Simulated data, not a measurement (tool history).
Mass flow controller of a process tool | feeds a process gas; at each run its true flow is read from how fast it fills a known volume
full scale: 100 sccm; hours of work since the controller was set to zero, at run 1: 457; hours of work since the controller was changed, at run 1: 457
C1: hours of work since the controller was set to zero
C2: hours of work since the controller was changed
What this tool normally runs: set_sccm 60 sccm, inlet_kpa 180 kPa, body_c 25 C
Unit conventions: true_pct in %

{"run": 1, "hour": 0.0, "set_sccm": 60, "inlet_kpa": 180, "body_c": 25, "C1": 457, "C2": 457, "true_pct": 99.89}
{"run": 2, "hour": 95.7, "set_sccm": 60, "inlet_kpa": 180, "body_c": 25, "C1": 499, "C2": 499, "true_pct": 99.71}
{"run": 3, "hour": 180.0, "set_sccm": 60, "inlet_kpa": 180, "body_c": 25, "C1": 536, "C2": 536, "true_pct": 99.72}
{"run": 4, "hour": 269.8, "set_sccm": 60, "inlet_kpa": 205, "body_c": 25, "C1": 576, "C2": 576, "true_pct": 99.55}
{"run": 5, "hour": 399.2, "set_sccm": 35, "inlet_kpa": 180, "body_c": 25, "C1": 632, "C2": 632, "true_pct": 99.62}
{"run": 6, "hour": 547.7, "set_sccm": 35, "inlet_kpa": 180, "body_c": 25, "C1": 698, "C2": 698, "true_pct": 99.52}
{"run": 7, "hour": 738.1, "set_sccm": 14, "inlet_kpa": 180, "body_c": 25, "C1": 781, "C2": 781, "true_pct": 99.44}
{"run": 8, "hour": 833.4, "set_sccm": 14, "inlet_kpa": 180, "body_c": 25, "C1": 823, "C2": 823, "true_pct": 99.38}
{"run": 9, "hour": 919.4, "set_sccm": 14, "inlet_kpa": 180, "body_c": 25, "C1": 861, "C2": 861, "true_pct": 99.33}
{"run": 10, "hour": 1099.7, "set_sccm": 60, "inlet_kpa": 180, "body_c": 25, "C1": 940, "C2": 940, "true_pct": 99.51}
{"run": 11, "hour": 1190.5, "set_sccm": 60, "inlet_kpa": 180, "body_c": 25, "C1": 980, "C2": 980, "true_pct": 99.46}
{"run": 12, "hour": 1348.3, "set_sccm": 60, "inlet_kpa": 180, "body_c": 25, "C1": 1049, "C2": 1049, "true_pct": 99.33}
{"run": 13, "hour": 1538.3, "set_sccm": 60, "inlet_kpa": 180, "body_c": 25, "C1": 1132, "C2": 1132, "true_pct": 99.27}
{"run": 14, "hour": 1698.9, "set_sccm": 60, "inlet_kpa": 180, "body_c": 25, "C1": 1203, "C2": 1203, "true_pct": 99.18}
{"run": 15, "hour": 1862.2, "set_sccm": 60, "inlet_kpa": 180, "body_c": 25, "C1": 1274, "C2": 1274, "true_pct": 99.26}
{"run": 16, "hour": 1945.4, "set_sccm": 60, "inlet_kpa": 180, "body_c": 25, "C1": 1311, "C2": 1311, "true_pct": 99.1}
{"run": 17, "hour": 2071.8, "set_sccm": 97, "inlet_kpa": 180, "body_c": 25, "C1": 1366, "C2": 1366, "true_pct": 99.31}
{"run": 18, "hour": 2232.8, "set_sccm": 35, "inlet_kpa": 180, "body_c": 25, "C1": 1437, "C2": 1437, "true_pct": 98.95}
{"run": 19, "hour": 2356.7, "set_sccm": 35, "inlet_kpa": 180, "body_c": 20, "C1": 1491, "C2": 1491, "true_pct": 98.7}
{"run": 20, "hour": 2478.6, "set_sccm": 60, "inlet_kpa": 180, "body_c": 25, "C1": 1545, "C2": 1545, "true_pct": 99.0}
{"run": 21, "hour": 2563.9, "set_sccm": 60, "inlet_kpa": 180, "body_c": 25, "C1": 1582, "C2": 1582, "true_pct": 98.97}
{"run": 22, "hour": 2697.4, "set_sccm": 60, "inlet_kpa": 180, "body_c": 25, "C1": 1641, "C2": 1641, "true_pct": 98.92}
{"run": 23, "hour": 2803.8, "set_sccm": 60, "inlet_kpa": 180, "body_c": 28, "C1": 1688, "C2": 1688, "true_pct": 98.93}
{"run": 24, "hour": 2909.3, "set_sccm": 60, "inlet_kpa": 180, "body_c": 28, "C1": 1734, "C2": 1734, "true_pct": 98.82}
{"run": 25, "hour": 2989.2, "set_sccm": 60, "inlet_kpa": 180, "body_c": 25, "C1": 1769, "C2": 1769, "true_pct": 98.88}
{"run": 26, "hour": 3160.1, "set_sccm": 60, "inlet_kpa": 241, "body_c": 38, "C1": 1844, "C2": 1844, "true_pct": 99.39}
{"run": 27, "hour": 3280.0, "set_sccm": 25, "inlet_kpa": 241, "body_c": 38, "C1": 1897, "C2": 1897, "true_pct": 99.01}
{"run": 28, "hour": 3417.7, "set_sccm": 38, "inlet_kpa": 235, "body_c": 34, "C1": 1957, "C2": 1957, "true_pct": 98.82}
{"run": 29, "hour": 3596.9, "set_sccm": 92, "inlet_kpa": 250, "body_c": 32, "C1": 2036, "C2": 2036, "true_pct": 98.93}
{"run": 30, "hour": 3678.4, "set_sccm": 91, "inlet_kpa": 192, "body_c": 25, "C1": 2072, "C2": 2072, "true_pct": 98.6}
{"run": 31, "hour": 3761.4, "set_sccm": 91, "inlet_kpa": 143, "body_c": 22, "C1": 2108, "C2": 2108, "true_pct": 98.6}
{"run": 32, "hour": 3899.4, "set_sccm": 16, "inlet_kpa": 261, "body_c": 35, "C1": 2169, "C2": 2169, "true_pct": 98.64}
{"run": 33, "hour": 4006.4, "set_sccm": 16, "inlet_kpa": 261, "body_c": 35, "C1": 2215, "C2": 2215, "true_pct": 98.44}
{"run": 34, "hour": 4135.1, "set_sccm": 37, "inlet_kpa": 225, "body_c": 39, "C1": 2272, "C2": 2272, "true_pct": 98.83}
{"run": 35, "hour": 4262.4, "set_sccm": 37, "inlet_kpa": 225, "body_c": 39, "C1": 2328, "C2": 2328, "true_pct": 98.75}
{"run": 36, "hour": 4343.0, "set_sccm": 37, "inlet_kpa": 225, "body_c": 39, "C1": 2363, "C2": 2363, "true_pct": 98.71}
{"run": 37, "hour": 4448.7, "set_sccm": 60, "inlet_kpa": 165, "body_c": 24, "C1": 2410, "C2": 2410, "true_pct": 98.34}
{"run": 38, "hour": 4592.3, "set_sccm": 12, "inlet_kpa": 180, "body_c": 26, "C1": 2473, "C2": 2473, "true_pct": 98.0}
{"run": 39, "hour": 4765.7, "set_sccm": 81, "inlet_kpa": 250, "body_c": 36, "C1": 2549, "C2": 2549, "true_pct": 98.58}
{"run": 40, "hour": 4868.5, "set_sccm": 29, "inlet_kpa": 160, "body_c": 23, "C1": 2594, "C2": 2594, "true_pct": 97.71}
{"run": 41, "hour": 5045.4, "set_sccm": 23, "inlet_kpa": 256, "body_c": 39, "C1": 2671, "C2": 2671, "true_pct": 98.35}
{"hour": 5104.4, "done": "gauge calibrated"}
{"run": 42, "hour": 5129.6, "set_sccm": 23, "inlet_kpa": 196, "body_c": 39, "C1": 2708, "C2": 2708, "true_pct": 100.35}
{"run": 43, "hour": 5270.3, "set_sccm": 23, "inlet_kpa": 196, "body_c": 39, "C1": 2770, "C2": 2770, "true_pct": 100.27}
{"run": 44, "hour": 5372.2, "set_sccm": 17, "inlet_kpa": 180, "body_c": 25, "C1": 2815, "C2": 2815, "true_pct": 99.59}
{"run": 45, "hour": 5558.4, "set_sccm": 17, "inlet_kpa": 180, "body_c": 25, "C1": 2897, "C2": 2897, "true_pct": 99.55}
{"run": 46, "hour": 5711.4, "set_sccm": 79, "inlet_kpa": 269, "body_c": 26, "C1": 2964, "C2": 2964, "true_pct": 99.57}
{"run": 47, "hour": 5842.9, "set_sccm": 79, "inlet_kpa": 269, "body_c": 26, "C1": 3022, "C2": 3022, "true_pct": 99.55}
{"run": 48, "hour": 5988.5, "set_sccm": 60, "inlet_kpa": 149, "body_c": 27, "C1": 3085, "C2": 3085, "true_pct": 99.8}
{"run": 49, "hour": 6158.4, "set_sccm": 60, "inlet_kpa": 180, "body_c": 36, "C1": 3160, "C2": 3160, "true_pct": 100.01}

Pick out some run-to-run changes in true_pct. Of each, how much would a tool without hidden state show as well, from the settings, what came in and chance, and how much is left for the hidden state and any gauge scatter not in both results compared?
The hidden state here: flow at rest that the sensor doesn't see, % of full scale; true flow over the shown one, %; drift of the gauge itself on true_pct, %.
Run 9 -> 10: set_sccm 14 -> 60. true_pct +0.18 %: hidden state -0.08, all else +0.26.
Run 39 -> 40: set_sccm 81 -> 29, inlet_kpa 250 -> 160, body_c 36 -> 23. true_pct -0.87 %: hidden state -0.03, all else -0.84.
Run 40 -> 41: set_sccm 29 -> 23, inlet_kpa 160 -> 256, body_c 23 -> 39. true_pct +0.64 %: hidden state -0.08, all else +0.72.
Run 41 -> 42: inlet_kpa 256 -> 196, gauge calibrated. true_pct +2.00 %: hidden state +1.88, all else +0.12.
Run 43 -> 44: set_sccm 23 -> 17, inlet_kpa 196 -> 180, body_c 39 -> 25. true_pct -0.68 %: hidden state -0.03, all else -0.65.

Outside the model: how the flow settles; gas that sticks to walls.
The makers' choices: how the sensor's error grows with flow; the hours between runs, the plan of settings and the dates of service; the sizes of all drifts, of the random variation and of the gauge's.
